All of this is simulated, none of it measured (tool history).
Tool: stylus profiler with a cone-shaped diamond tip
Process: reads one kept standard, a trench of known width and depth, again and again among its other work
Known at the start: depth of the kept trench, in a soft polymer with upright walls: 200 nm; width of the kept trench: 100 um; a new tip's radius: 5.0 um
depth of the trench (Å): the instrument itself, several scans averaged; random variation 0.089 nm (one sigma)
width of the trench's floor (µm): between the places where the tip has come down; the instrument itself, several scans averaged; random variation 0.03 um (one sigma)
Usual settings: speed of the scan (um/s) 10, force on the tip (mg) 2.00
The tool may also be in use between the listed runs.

| run | hour | speed of the scan (um/s) | force on the tip (mg) | depth of the trench (Å) | width of the trench's floor (µm) |
|---|---|---|---|---|---|
| 1 | 0.0 | 10 | 2.00 | 2028.0 | 96.57 |
| 2 | 68.9 | 10 | 2.00 | 2028.2 | 96.42 |
| 3 | 145.6 | 10 | 2.00 | 2029.1 | 96.40 |
| 4 | 224.3 | 10 | 2.00 | 2029.0 | 96.36 |
| 5 | 307.4 | 10 | 2.00 | 2031.3 | 96.26 |
| 6 | 348.3 | 10 | 2.00 | 2028.7 | 96.21 |
| 7 | 413.2 | 10 | 2.00 | 2029.6 | 96.16 |
| 8 | 494.1 | 10 | 2.00 | 2032.1 | 96.08 |
| 9 | 539.4 | 10 | 2.00 | 2029.8 | 96.06 |
| 10 | 606.8 | 10 | 2.00 | 2030.7 | 95.98 |
| 11 | 644.6 | 10 | 3.60 | 2044.4 | 95.98 |
| 12 | 681.8 | 10 | 1.79 | 2030.8 | 95.90 |
| 13 | 757.4 | 10 | 2.00 | 2032.1 | 95.90 |
| 14 | 804.4 | 10 | 2.00 | 2031.1 | 95.82 |
| 15 | 868.6 | 9 | 2.00 | 2032.4 | 95.77 |
| 16 | 910.0 | 10 | 2.00 | 2031.8 | 95.75 |
| 17 | 972.5 | 10 | 2.00 | 2033.4 | 95.70 |
| 18 | 1046.8 | 6 | 2.00 | 2033.4 | 95.66 |
| 19 | 1095.0 | 6 | 2.00 | 2033.5 | 95.68 |
| 20 | 1145.6 | 6 | 2.00 | 2033.8 | 95.55 |
| 21 | 1206.2 | 7 | 2.00 | 2035.9 | 95.56 |
| 22 | 1275.9 | 7 | 2.00 | 2034.7 | 95.52 |
| 23 | 1318.0 | 7 | 2.00 | 2034.9 | 95.44 |
| 24 | 1396.4 | 18 | 2.82 | 2042.2 | 95.44 |
| 25 | 1439.6 | 18 | 2.82 | 2042.5 | 95.40 |
| 26 | 1520.9 | 18 | 2.82 | 2041.7 | 95.30 |
|  | 1541.4 | new tip fitted, height scale calibrated |
| 27 | 1597.0 | 13 | 1.68 | 2024.0 | 97.17 |
| 28 | 1652.6 | 13 | 1.68 | 2025.0 | 97.03 |
| 29 | 1715.0 | 14 | 4.01 | 2042.4 | 96.95 |
| 30 | 1750.6 | 10 | 4.59 | 2045.8 | 96.94 |
| 31 | 1796.3 | 10 | 4.59 | 2045.9 | 96.92 |
| 32 | 1832.4 | 30 | 4.22 | 2045.0 | 96.85 |
| 33 | 1868.9 | 4 | 1.79 | 2026.5 | 96.85 |
| 34 | 1906.3 | 8 | 2.56 | 2031.9 | 96.83 |
| 35 | 1949.2 | 8 | 2.56 | 2034.1 | 96.79 |
| 36 | 2014.0 | 12 | 5.55 | 2052.7 | 96.69 |
| 37 | 2078.5 | 37 | 1.14 | 2019.7 | 96.59 |
| 38 | 2158.1 | 7 | 1.32 | 2023.3 | 96.60 |
| 39 | 2236.4 | 12 | 0.78 | 2017.8 | 96.39 |
| 40 | 2306.1 | 11 | 5.96 | 2056.6 | 96.48 |
| 41 | 2388.0 | 11 | 5.96 | 2057.7 | 96.28 |
| 42 | 2473.4 | 15 | 3.12 | 2037.8 | 96.31 |
| 43 | 2546.1 | 7 | 1.55 | 2026.8 | 96.17 |
| 44 | 2609.0 | 4 | 3.24 | 2042.6 | 96.15 |
| 45 | 2655.5 | 4 | 3.24 | 2041.2 | 96.15 |
| 46 | 2734.7 | 20 | 2.11 | 2034.2 | 95.98 |

Measured less the same run without the tool's hidden state. The same run-to-run variation is in both; the gauge's scatter may not be:
The hidden state here: radius of the tip, um; height scale over the true one, %; drift of the gauge itself on depth_nm, %; drift of the gauge itself on floor_um, %.
| run | depth of the trench (Å) | width of the trench's floor (µm) |
|---|---|---|
| 1 | +2.6 | -0.64 |
| 2 | +3.0 | -0.70 |
| 3 | +3.4 | -0.78 |
| 4 | +3.6 | -0.86 |
| 5 | +4.1 | -0.93 |
| 6 | +4.3 | -0.96 |
| 7 | +4.6 | -1.02 |
| 8 | +4.9 | -1.09 |
| 9 | +5.1 | -1.12 |
| 10 | +5.4 | -1.19 |
| 11 | +5.6 | -1.22 |
| 12 | +5.8 | -1.25 |
| 13 | +6.2 | -1.31 |
| 14 | +6.4 | -1.34 |
| 15 | +6.6 | -1.39 |
| 16 | +6.8 | -1.43 |
| 17 | +7.1 | -1.47 |
| 18 | +7.6 | -1.53 |
| 19 | +7.7 | -1.57 |
| 20 | +7.9 | -1.61 |
| 21 | +8.3 | -1.65 |
| 22 | +8.5 | -1.71 |
| 23 | +8.7 | -1.73 |
| 24 | +9.1 | -1.79 |
| 25 | +9.4 | -1.82 |
| 26 | +9.7 | -1.88 |
| 27 | +0.3 | -0.05 |
| 28 | +0.5 | -0.12 |
| 29 | +0.8 | -0.18 |
| 30 | +1.0 | -0.22 |
| 31 | +1.2 | -0.26 |
| 32 | +1.4 | -0.30 |
| 33 | +1.5 | -0.34 |
| 34 | +1.7 | -0.37 |
| 35 | +1.9 | -0.41 |
| 36 | +2.2 | -0.48 |
| 37 | +2.5 | -0.55 |
| 38 | +2.9 | -0.63 |
| 39 | +3.2 | -0.70 |
| 40 | +3.6 | -0.76 |
| 41 | +4.0 | -0.83 |
| 42 | +4.4 | -0.91 |
| 43 | +4.7 | -0.97 |
| 44 | +5.0 | -1.03 |
| 45 | +5.3 | -1.06 |
| 46 | +5.5 | -1.13 |

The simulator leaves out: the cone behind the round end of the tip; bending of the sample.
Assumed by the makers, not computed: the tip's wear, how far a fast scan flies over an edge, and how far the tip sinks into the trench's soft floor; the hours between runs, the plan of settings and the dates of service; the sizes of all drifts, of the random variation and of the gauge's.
